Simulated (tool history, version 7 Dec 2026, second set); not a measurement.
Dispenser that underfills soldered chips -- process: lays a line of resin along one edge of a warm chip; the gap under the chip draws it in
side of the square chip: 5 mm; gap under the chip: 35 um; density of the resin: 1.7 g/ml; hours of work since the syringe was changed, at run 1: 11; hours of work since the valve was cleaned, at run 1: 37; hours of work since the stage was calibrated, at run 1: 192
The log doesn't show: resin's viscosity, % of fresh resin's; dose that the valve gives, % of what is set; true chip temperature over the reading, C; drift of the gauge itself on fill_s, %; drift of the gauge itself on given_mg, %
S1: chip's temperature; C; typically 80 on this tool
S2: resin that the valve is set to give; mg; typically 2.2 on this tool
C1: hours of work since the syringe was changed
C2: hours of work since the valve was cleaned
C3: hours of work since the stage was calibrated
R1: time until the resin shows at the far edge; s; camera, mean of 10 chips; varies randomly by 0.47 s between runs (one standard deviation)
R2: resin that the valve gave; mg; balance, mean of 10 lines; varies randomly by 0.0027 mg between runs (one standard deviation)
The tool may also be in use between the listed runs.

{"run": 1, "hour": 0.0, "S1": 80, "S2": 2.2, "C1": 11, "C2": 37, "C3": 192, "R1": 59.5, "R2": 2.145}
{"hour": 1.7, "done": "new syringe of resin"}
{"hour": 5.3, "done": "dispensing valve cleaned and set on the balance"}
{"run": 2, "hour": 8.3, "S1": 80, "S2": 2.2, "C1": 4, "C2": 2, "C3": 197, "R1": 42.3, "R2": 2.196}
{"run": 3, "hour": 14.5, "S1": 80, "S2": 2.26, "C1": 9, "C2": 7, "C3": 202, "R1": 53.7, "R2": 2.251}
{"hour": 19.3, "done": "new syringe of resin"}
{"run": 4, "hour": 19.6, "S1": 80, "S2": 2.26, "C1": 0, "C2": 10, "C3": 205, "R1": 34.4, "R2": 2.249}
{"run": 5, "hour": 23.3, "S1": 80, "S2": 2.26, "C1": 3, "C2": 13, "C3": 208, "R1": 38, "R2": 2.249}
{"run": 6, "hour": 28.9, "S1": 73, "S2": 2.2, "C1": 7, "C2": 17, "C3": 212, "R1": 67.9, "R2": 2.179}
{"run": 7, "hour": 32.2, "S1": 89, "S2": 2.2, "C1": 9, "C2": 19, "C3": 214, "R1": 36, "R2": 2.179}
{"hour": 35.8, "done": "new syringe of resin"}
{"run": 8, "hour": 37.4, "S1": 80, "S2": 2.2, "C1": 1, "C2": 23, "C3": 218, "R1": 34.8, "R2": 2.176}
{"run": 9, "hour": 42.9, "S1": 83, "S2": 2.72, "C1": 5, "C2": 27, "C3": 222, "R1": 37.8, "R2": 2.681}
{"run": 10, "hour": 49.8, "S1": 77, "S2": 2.2, "C1": 10, "C2": 32, "C3": 227, "R1": 65.1, "R2": 2.162}
{"hour": 52.3, "done": "new syringe of resin"}
{"run": 11, "hour": 55.2, "S1": 72, "S2": 2.37, "C1": 2, "C2": 36, "C3": 231, "R1": 52.6, "R2": 2.329}
{"hour": 62.6, "done": "dispensing valve cleaned and set on the balance"}
{"run": 12, "hour": 62.7, "S1": 72, "S2": 2.37, "C1": 7, "C2": 0, "C3": 235, "R1": 67.8, "R2": 2.368}
{"run": 13, "hour": 69.3, "S1": 72, "S2": 2.37, "C1": 12, "C2": 5, "C3": 240, "R1": 89.6, "R2": 2.365}
{"hour": 69.9, "done": "new syringe of resin"}
{"run": 14, "hour": 76.7, "S1": 66, "S2": 2.78, "C1": 5, "C2": 10, "C3": 245, "R1": 83.9, "R2": 2.769}
{"run": 15, "hour": 83.4, "S1": 83, "S2": 2.74, "C1": 10, "C2": 15, "C3": 250, "R1": 46.4, "R2": 2.727}

5 options for the next run, each taken on its own from the tool as it stands now. Forecast them:
{"hour": 86.5, "done": "new syringe of resin"}
{"run": "A", "hour": 89.8, "S1": 83, "S2": 1.92, "C1": 2, "C2": 19, "C3": 255, "R1": "?", "R2": "?"}
{"hour": 86.5, "done": "new syringe of resin"}
{"run": "B", "hour": 89.8, "S1": 66, "S2": 2.51, "C1": 2, "C2": 19, "C3": 255, "R1": "?", "R2": "?"}
{"hour": 86.5, "done": "new syringe of resin"}
{"run": "C", "hour": 89.8, "S1": 95, "S2": 2.74, "C1": 2, "C2": 19, "C3": 255, "R1": "?", "R2": "?"}
{"hour": 86.5, "done": "new syringe of resin"}
{"run": "D", "hour": 89.8, "S1": 94, "S2": 2.33, "C1": 2, "C2": 19, "C3": 255, "R1": "?", "R2": "?"}
{"hour": 86.5, "done": "new syringe of resin"}
{"run": "E", "hour": 89.8, "S1": 70, "S2": 2.21, "C1": 2, "C2": 19, "C3": 255, "R1": "?", "R2": "?"}

run=A R1=33.8 R2=1.904
run=B R1=74.1 R2=2.483
run=C R1=18.4 R2=2.719
run=D R1=19.7 R2=2.312
run=E R1=62 R2=2.193
What these runs would have given with no unlogged condition in the tool:
run=A R1=32.2 R2=1.921
run=B R1=71.3 R2=2.505
run=C R1=17.4 R2=2.743
run=D R1=18.7 R2=2.332
run=E R1=59.5 R2=2.212
